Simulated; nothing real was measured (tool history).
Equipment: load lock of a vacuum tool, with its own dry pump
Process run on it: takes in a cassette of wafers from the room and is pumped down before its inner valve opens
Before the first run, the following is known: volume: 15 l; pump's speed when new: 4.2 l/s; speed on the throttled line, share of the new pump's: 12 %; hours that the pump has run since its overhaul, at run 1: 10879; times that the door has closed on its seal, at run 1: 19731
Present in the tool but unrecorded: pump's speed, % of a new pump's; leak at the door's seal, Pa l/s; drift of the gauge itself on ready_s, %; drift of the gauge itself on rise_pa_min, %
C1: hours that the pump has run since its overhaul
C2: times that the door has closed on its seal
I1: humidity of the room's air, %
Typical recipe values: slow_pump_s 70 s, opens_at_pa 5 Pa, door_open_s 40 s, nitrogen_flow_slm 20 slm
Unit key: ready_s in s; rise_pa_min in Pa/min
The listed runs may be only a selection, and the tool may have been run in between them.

Run 1, hour 0.0: usual settings; C1 10879; C2 19731; I1 45.8. Result: ready_s 97.7 s, rise_pa_min 0.027 Pa/min.
Run 2, hour 260.1: usual settings; C1 11139; C2 20361; I1 47.8. Result: ready_s 97.5 s, rise_pa_min 0.035 Pa/min.
Run 3, hour 494.6: usual settings; C1 11374; C2 20930; I1 46.8. Result: ready_s 97.6 s, rise_pa_min 0.036 Pa/min.
Run 4, hour 657.1: usual settings; C1 11536; C2 21323; I1 44.0. Result: ready_s 97.2 s, rise_pa_min 0.037 Pa/min.
Run 5, hour 975.2: usual settings; C1 11854; C2 22094; I1 46.7. Result: ready_s 97.1 s, rise_pa_min 0.025 Pa/min.
Run 6, hour 1195.9: usual settings; C1 12075; C2 22628; I1 47.0. Result: ready_s 96.5 s, rise_pa_min 0.035 Pa/min.
Run 7, hour 1351.4: usual settings but nitrogen_flow_slm 11 slm; C1 12230; C2 23005; I1 46.3. Result: ready_s 95.9 s, rise_pa_min 0.043 Pa/min.
Run 8, hour 1505.0: usual settings but door_open_s 60 s; C1 12384; C2 23377; I1 41.2. Result: ready_s 96.9 s, rise_pa_min 0.031 Pa/min.
Run 9, hour 1825.5: usual settings but opens_at_pa 7 Pa; C1 12705; C2 24154; I1 45.6. Result: ready_s 95.6 s, rise_pa_min 0.033 Pa/min.
Run 10, hour 2134.5: usual settings but slow_pump_s 104 s, opens_at_pa 7 Pa; C1 13014; C2 24902; I1 45.8. Result: ready_s 125.9 s, rise_pa_min 0.032 Pa/min.
Run 11, hour 2465.2: usual settings but door_open_s 35 s; C1 13344; C2 25704; I1 45.8. Result: ready_s 97.8 s, rise_pa_min 0.037 Pa/min.
Run 12, hour 2631.5: usual settings but nitrogen_flow_slm 4 slm; C1 13511; C2 26106; I1 44.7. Result: ready_s 97.4 s, rise_pa_min 0.063 Pa/min.
Run 13, hour 2800.1: usual settings but slow_pump_s 44 s, opens_at_pa 7 Pa; C1 13679; C2 26515; I1 45.5. Result: ready_s 72.6 s, rise_pa_min 0.035 Pa/min.
Run 14, hour 3134.3: usual settings but slow_pump_s 63 s, opens_at_pa 8 Pa, door_open_s 143 s, nitrogen_flow_slm 12 slm; C1 14013; C2 27324; I1 47.0. Result: ready_s 89.6 s, rise_pa_min 0.068 Pa/min.
Run 15, hour 3385.5: usual settings but slow_pump_s 60 s, opens_at_pa 8 Pa, door_open_s 46 s, nitrogen_flow_slm 44 slm; C1 14265; C2 27933; I1 44.1. Result: ready_s 87.4 s, rise_pa_min 0.027 Pa/min.
Run 16, hour 3615.3: usual settings but slow_pump_s 60 s, opens_at_pa 8 Pa, door_open_s 46 s, nitrogen_flow_slm 44 slm; C1 14494; C2 28490; I1 43.7. Result: ready_s 86.3 s, rise_pa_min 0.026 Pa/min.
Run 17, hour 3939.1: usual settings but slow_pump_s 113 s, door_open_s 66 s, nitrogen_flow_slm 6 slm; C1 14818; C2 29274; I1 44.6. Result: ready_s 133.8 s, rise_pa_min 0.063 Pa/min.
Run 18, hour 4073.7: usual settings but slow_pump_s 113 s, door_open_s 66 s, nitrogen_flow_slm 6 slm; C1 14953; C2 29600; I1 46.2. Result: ready_s 134.2 s, rise_pa_min 0.068 Pa/min.
Run 19, hour 4376.3: usual settings but slow_pump_s 113 s, door_open_s 66 s, nitrogen_flow_slm 6 slm; C1 15255; C2 30334; I1 42.4. Result: ready_s 133.7 s, rise_pa_min 0.060 Pa/min.
Run 20, hour 4598.8: usual settings but slow_pump_s 113 s, door_open_s 66 s, nitrogen_flow_slm 6 slm; C1 15478; C2 30873; I1 47.5. Result: ready_s 135.0 s, rise_pa_min 0.067 Pa/min.
Run 21, hour 4884.4: usual settings but slow_pump_s 113 s, door_open_s 66 s, nitrogen_flow_slm 6 slm; C1 15764; C2 31564; I1 44.7. Result: ready_s 134.4 s, rise_pa_min 0.068 Pa/min.
Run 22, hour 5137.1: usual settings but slow_pump_s 113 s, opens_at_pa 6 Pa, door_open_s 132 s, nitrogen_flow_slm 6 slm; C1 16016; C2 32177; I1 46.1. Result: ready_s 133.8 s, rise_pa_min 0.094 Pa/min.

Subtracting, for every run, the result it would have given without the tool's unlogged condition from the measured result gives the following. The same run-to-run variation enters both numbers; the gauge's scatter may not:
run  rise_pa_min
  1       +0.001
  2       +0.001
  3       +0.001
  4       +0.001
  5       +0.001
  6       +0.001
  7       +0.001
  8       +0.002
  9       +0.001
 10       +0.002
 11       +0.001
 12       +0.001
 13       +0.002
 14       +0.002
 15       +0.002
 16       +0.002
 17       +0.002
 18       +0.002
 19       +0.002
 20       +0.002
 21       +0.002
 22       +0.003
ready_s: at most 0.1 s away from the measurement, every run.

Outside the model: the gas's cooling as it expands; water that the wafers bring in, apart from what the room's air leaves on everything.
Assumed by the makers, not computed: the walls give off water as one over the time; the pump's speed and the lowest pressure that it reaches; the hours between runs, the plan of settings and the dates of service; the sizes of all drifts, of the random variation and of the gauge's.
